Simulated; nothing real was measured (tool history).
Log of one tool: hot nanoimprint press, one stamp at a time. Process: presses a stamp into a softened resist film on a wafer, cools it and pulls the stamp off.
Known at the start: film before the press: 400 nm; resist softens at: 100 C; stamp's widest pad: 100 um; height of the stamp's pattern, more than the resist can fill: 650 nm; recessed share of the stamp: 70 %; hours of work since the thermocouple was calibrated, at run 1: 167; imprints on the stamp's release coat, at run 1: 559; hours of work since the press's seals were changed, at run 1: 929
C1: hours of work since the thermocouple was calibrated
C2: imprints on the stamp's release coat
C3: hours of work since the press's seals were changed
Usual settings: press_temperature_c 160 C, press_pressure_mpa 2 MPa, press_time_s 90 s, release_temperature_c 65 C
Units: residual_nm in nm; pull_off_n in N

{"run": 1, "hour": 0.0, "press_temperature_c": 160, "press_pressure_mpa": 2, "press_time_s": 90, "release_temperature_c": 65, "C1": 167, "C2": 559, "C3": 929, "residual_nm": 226.8, "pull_off_n": 137}
{"run": 2, "hour": 19.3, "press_temperature_c": 160, "press_pressure_mpa": 2, "press_time_s": 90, "release_temperature_c": 65, "C1": 178, "C2": 598, "C3": 941, "residual_nm": 231.8, "pull_off_n": 135}
{"run": 3, "hour": 54.8, "press_temperature_c": 160, "press_pressure_mpa": 2, "press_time_s": 90, "release_temperature_c": 65, "C1": 200, "C2": 670, "C3": 962, "residual_nm": 230, "pull_off_n": 133}
{"run": 4, "hour": 89.5, "press_temperature_c": 160, "press_pressure_mpa": 2, "press_time_s": 90, "release_temperature_c": 65, "C1": 221, "C2": 741, "C3": 983, "residual_nm": 229.3, "pull_off_n": 135}
{"run": 5, "hour": 109.3, "press_temperature_c": 162, "press_pressure_mpa": 2, "press_time_s": 90, "release_temperature_c": 65, "C1": 233, "C2": 781, "C3": 995, "residual_nm": 214.4, "pull_off_n": 134}
{"run": 6, "hour": 154.2, "press_temperature_c": 162, "press_pressure_mpa": 2, "press_time_s": 90, "release_temperature_c": 65, "C1": 260, "C2": 872, "C3": 1022, "residual_nm": 214.6, "pull_off_n": 137}
{"run": 7, "hour": 188.5, "press_temperature_c": 160, "press_pressure_mpa": 2, "press_time_s": 90, "release_temperature_c": 65, "C1": 281, "C2": 941, "C3": 1043, "residual_nm": 227.4, "pull_off_n": 136}
{"hour": 200.5, "done": "stamp cleaned and given a new release coat"}
{"hour": 211.6, "done": "press's hydraulic seals changed and the load cell set to zero"}
{"run": 8, "hour": 240.1, "press_temperature_c": 160, "press_pressure_mpa": 2, "press_time_s": 90, "release_temperature_c": 65, "C1": 303, "C2": 65, "C3": 17, "residual_nm": 229.1, "pull_off_n": 135}
{"run": 9, "hour": 262.0, "press_temperature_c": 160, "press_pressure_mpa": 2, "press_time_s": 100, "release_temperature_c": 65, "C1": 317, "C2": 109, "C3": 30, "residual_nm": 220.8, "pull_off_n": 138}
{"run": 10, "hour": 292.6, "press_temperature_c": 160, "press_pressure_mpa": 2, "press_time_s": 90, "release_temperature_c": 65, "C1": 335, "C2": 171, "C3": 49, "residual_nm": 227, "pull_off_n": 136}
{"run": 11, "hour": 316.6, "press_temperature_c": 160, "press_pressure_mpa": 2, "press_time_s": 90, "release_temperature_c": 52, "C1": 350, "C2": 220, "C3": 64, "residual_nm": 231.2, "pull_off_n": 156}
{"run": 12, "hour": 338.0, "press_temperature_c": 160, "press_pressure_mpa": 2, "press_time_s": 90, "release_temperature_c": 71, "C1": 363, "C2": 263, "C3": 76, "residual_nm": 227.1, "pull_off_n": 126}
{"run": 13, "hour": 369.7, "press_temperature_c": 160, "press_pressure_mpa": 2, "press_time_s": 90, "release_temperature_c": 71, "C1": 382, "C2": 327, "C3": 96, "residual_nm": 227.2, "pull_off_n": 126}
{"run": 14, "hour": 399.3, "press_temperature_c": 160, "press_pressure_mpa": 2, "press_time_s": 90, "release_temperature_c": 71, "C1": 400, "C2": 387, "C3": 113, "residual_nm": 228.4, "pull_off_n": 124}
{"run": 15, "hour": 418.6, "press_temperature_c": 160, "press_pressure_mpa": 1.43, "press_time_s": 90, "release_temperature_c": 71, "C1": 411, "C2": 426, "C3": 125, "residual_nm": 267.5, "pull_off_n": 131}
{"run": 16, "hour": 443.6, "press_temperature_c": 160, "press_pressure_mpa": 2, "press_time_s": 49, "release_temperature_c": 71, "C1": 426, "C2": 477, "C3": 140, "residual_nm": 269.1, "pull_off_n": 127}
{"run": 17, "hour": 474.5, "press_temperature_c": 160, "press_pressure_mpa": 2.21, "press_time_s": 90, "release_temperature_c": 50, "C1": 445, "C2": 540, "C3": 159, "residual_nm": 216, "pull_off_n": 157}
{"run": 18, "hour": 515.0, "press_temperature_c": 154, "press_pressure_mpa": 2.21, "press_time_s": 90, "release_temperature_c": 50, "C1": 470, "C2": 622, "C3": 183, "residual_nm": 257.3, "pull_off_n": 156}
{"run": 19, "hour": 550.8, "press_temperature_c": 154, "press_pressure_mpa": 2.21, "press_time_s": 90, "release_temperature_c": 50, "C1": 491, "C2": 694, "C3": 205, "residual_nm": 254.8, "pull_off_n": 158}
{"run": 20, "hour": 571.9, "press_temperature_c": 154, "press_pressure_mpa": 2.21, "press_time_s": 90, "release_temperature_c": 50, "C1": 504, "C2": 737, "C3": 218, "residual_nm": 257.3, "pull_off_n": 156}
{"run": 21, "hour": 618.5, "press_temperature_c": 160, "press_pressure_mpa": 1.82, "press_time_s": 90, "release_temperature_c": 65, "C1": 532, "C2": 832, "C3": 246, "residual_nm": 240.4, "pull_off_n": 134}
{"run": 22, "hour": 664.8, "press_temperature_c": 167, "press_pressure_mpa": 1.82, "press_time_s": 90, "release_temperature_c": 65, "C1": 560, "C2": 925, "C3": 274, "residual_nm": 197.3, "pull_off_n": 134}
{"hour": 684.7, "done": "stamp cleaned and given a new release coat"}
{"run": 23, "hour": 691.3, "press_temperature_c": 160, "press_pressure_mpa": 2, "press_time_s": 68, "release_temperature_c": 65, "C1": 572, "C2": 13, "C3": 286, "residual_nm": 247, "pull_off_n": 134}
{"run": 24, "hour": 713.8, "press_temperature_c": 162, "press_pressure_mpa": 2, "press_time_s": 90, "release_temperature_c": 62, "C1": 586, "C2": 59, "C3": 300, "residual_nm": 215.3, "pull_off_n": 138}
{"hour": 735.0, "done": "plate thermocouple calibrated"}
{"run": 25, "hour": 744.4, "press_temperature_c": 162, "press_pressure_mpa": 2, "press_time_s": 90, "release_temperature_c": 62, "C1": 6, "C2": 115, "C3": 317, "residual_nm": 214.8, "pull_off_n": 142}

How the hidden state differs across the entries between the runs, from the last listed run before each to the first after it:
Between runs 7 and 8: stamp cleaned and given a new release coat (hour 200.5); press's hydraulic seals changed and the load cell set to zero (hour 211.6)
  true temperature over the reading, C: -0.02 -> -0.03; pressure that arrives at the usual setting, %: 99.87 -> 100; grip of the stamp's worn release coat, % over a new coat's: 0.3 -> 0
Between runs 22 and 23: stamp cleaned and given a new release coat (hour 684.7)
  grip of the stamp's worn release coat, % over a new coat's: 0.3 -> 0
Between runs 24 and 25: plate thermocouple calibrated (hour 735)
  true temperature over the reading, C: -0.05 -> 0
